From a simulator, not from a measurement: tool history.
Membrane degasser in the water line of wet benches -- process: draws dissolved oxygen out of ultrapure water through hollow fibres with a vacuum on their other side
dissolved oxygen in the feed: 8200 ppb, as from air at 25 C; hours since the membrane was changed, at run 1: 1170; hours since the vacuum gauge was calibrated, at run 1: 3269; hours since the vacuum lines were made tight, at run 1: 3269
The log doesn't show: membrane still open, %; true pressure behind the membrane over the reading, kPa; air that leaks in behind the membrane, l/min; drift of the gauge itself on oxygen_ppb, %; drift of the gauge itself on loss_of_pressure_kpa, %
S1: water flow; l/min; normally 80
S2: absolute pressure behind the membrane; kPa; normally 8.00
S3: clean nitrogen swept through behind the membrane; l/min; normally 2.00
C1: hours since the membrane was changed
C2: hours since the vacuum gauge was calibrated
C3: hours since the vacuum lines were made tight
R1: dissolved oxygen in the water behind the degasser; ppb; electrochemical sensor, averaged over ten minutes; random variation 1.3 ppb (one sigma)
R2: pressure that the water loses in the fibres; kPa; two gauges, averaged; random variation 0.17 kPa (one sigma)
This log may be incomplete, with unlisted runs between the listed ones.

run,hour,S1,S2,S3,C1,C2,C3,R1,R2
1,0.0,80,8.00,2.00,1170,3269,3269,372.9,26.40
2,232.7,80,8.00,2.00,1403,3501,3501,374.2,26.40
3,444.1,80,8.00,2.00,1615,3713,3713,373.9,26.44
4,572.4,80,8.00,2.00,1743,3841,3841,375.1,26.56
5,781.9,80,8.00,2.16,1952,4050,4050,351.1,26.42
6,948.4,80,8.00,2.00,2119,4217,4217,371.9,26.44
7,1100.1,80,8.00,2.49,2271,4369,4369,312.4,26.52
8,1206.9,125,8.00,2.00,2377,4475,4475,545.2,41.33
# hour 1374.0: vacuum gauge calibrated
9,1413.0,80,8.00,1.50,2583,39,4681,458.0,26.59
10,1595.0,80,8.00,1.50,2765,221,4863,462.1,26.60
11,1719.7,80,8.00,2.00,2890,346,4988,371.0,26.34
12,1854.6,80,8.00,2.00,3025,481,5123,372.6,26.59
13,1968.3,80,8.00,2.00,3138,594,5236,371.4,26.28
14,2161.3,80,8.00,2.00,3331,787,5429,372.9,26.57
15,2313.0,80,8.00,3.08,3483,939,5581,264.9,26.64
16,2517.6,80,8.00,3.08,3688,1144,5786,262.3,26.28
17,2686.5,80,8.00,1.07,3856,1312,5954,580.6,26.52
18,2847.2,80,8.00,1.07,4017,1473,6115,587.4,26.56
19,3059.5,71,8.00,1.07,4230,1686,6328,537.7,23.13
20,3217.8,86,9.81,0.94,4388,1844,6486,899.5,28.57
21,3358.4,86,9.81,0.94,4528,1984,6626,900.8,28.44
22,3486.4,86,9.81,0.94,4656,2112,6754,898.4,28.60
23,3629.5,80,6.77,1.13,4799,2256,6898,424.3,26.49
24,3854.4,80,7.40,3.52,5024,2480,7122,207.6,26.38
25,3991.2,62,7.40,4.56,5161,2617,7259,130.7,20.53
26,4142.7,89,10.44,2.00,5313,2769,7411,597.7,29.65
27,4359.1,89,7.79,2.36,5529,2985,7627,346.5,29.19
28,4476.6,80,8.00,1.25,5647,3103,7745,529.7,26.17
29,4625.4,80,7.36,1.16,5795,3251,7893,484.3,26.75
30,4732.9,80,7.36,1.16,5903,3359,8001,479.8,26.50
31,4899.3,60,7.36,1.16,6069,3525,8167,390.2,19.77
32,5128.0,60,7.36,1.16,6298,3754,8396,392.7,19.69

Forecast each of these 3 alternatives for the next run:
A,5309.2,80,7.01,2.00,6479,3935,8577,?,?
B,5309.2,80,7.21,2.87,6479,3935,8577,?,?
C,5309.2,109,8.21,5.14,6479,3935,8577,?,?

run,R1,R2
A,298.7,26.46
B,236.7,26.71
C,245.9,36.37
Stripped of hidden state, with their random variation kept, the same runs would have yielded:
run,R1,R2
A,298.4,26.44
B,236.5,26.69
C,245.6,36.34
